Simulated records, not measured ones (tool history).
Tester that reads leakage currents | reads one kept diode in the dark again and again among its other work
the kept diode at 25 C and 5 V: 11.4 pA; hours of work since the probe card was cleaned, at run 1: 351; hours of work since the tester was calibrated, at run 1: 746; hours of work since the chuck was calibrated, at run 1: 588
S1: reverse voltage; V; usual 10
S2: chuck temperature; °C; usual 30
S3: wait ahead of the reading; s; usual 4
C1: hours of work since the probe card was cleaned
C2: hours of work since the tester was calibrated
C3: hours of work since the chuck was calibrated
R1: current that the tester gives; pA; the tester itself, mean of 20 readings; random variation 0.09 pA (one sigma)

run	day	S1	S2	S3	C1	C2	C3	R1
1	0	10	30	4	351	746	588	24.23
2	4.129	1.2	30	4	407	801	643	9.12
3	10.462	11.9	30	4	491	886	728	26.27
4	15.088	10	30	4	553	947	790	24.22
5	19.075	10	30	4	606	1001	843	23.93
6	24.479	10	30	4	678	1073	915	24
7	29.629	10	30	4	747	1142	984	23.95
8	34.233	10	30	2.98	809	1203	1045	24.09
9	37.871	10.9	30	4	857	1252	1094	25.07
10	42.879	10	30	1.2	924	1319	1161	24.52
# day 44.867: chuck's temperature calibrated
11	48.279	8.7	30	1.2	995	1390	46	25.55
12	52.771	10	30	4	1055	1450	106	26.67
13	57.779	10	30	4	1122	1517	172	26.76
14	60.975	10	23	4	1165	1559	215	15.22
15	64.396	10	30	4	1211	1605	261	26.42
16	68.921	10	30	4	1271	1666	321	26.42
17	73.067	10	30	4	1327	1721	377	26.26
18	76.417	10	30	4	1371	1766	422	26.26
19	81.038	10	57	4	1433	1828	483	228.41
20	87.408	10	30	4	1518	1913	568	26.25
21	90.75	10	30	4	1563	1957	613	26.25
22	93.85	2.4	37	4	1604	1999	655	23.39
23	99.004	7.7	21	0.96	1673	2068	723	12.25
24	103.662	13	21	0.96	1735	2130	786	17.16
# day 106.667: tester calibrated
25	108.629	13	21	8.84	1801	26	851	16.13
26	111.646	13	52	1.07	1841	67	891	170.76
27	115.829	12.1	24	4.73	1897	122	947	18.94
28	121.462	12.1	37	0.97	1972	198	1022	51.07
29	125.45	12.1	37	0.97	2025	251	1076	51.01
30	131.017	12.1	37	0.97	2100	325	1150	50.63
# day 133.675: chuck's temperature calibrated
31	135.921	12.1	37	0.97	2164	390	30	57.68
32	140.242	9.1	37	7.12	2222	448	88	48.74
33	146.479	10	30	0.93	2305	531	171	30.56
34	151.092	1.6	40	5.51	2367	593	233	27.27

The next listed run, before its measurement:
35	157.321	1.6	40	5.51	2450	676	316	?

R1: 26.8 pA
Without the tool's hidden state the same run would have given R1 26.88 pA.
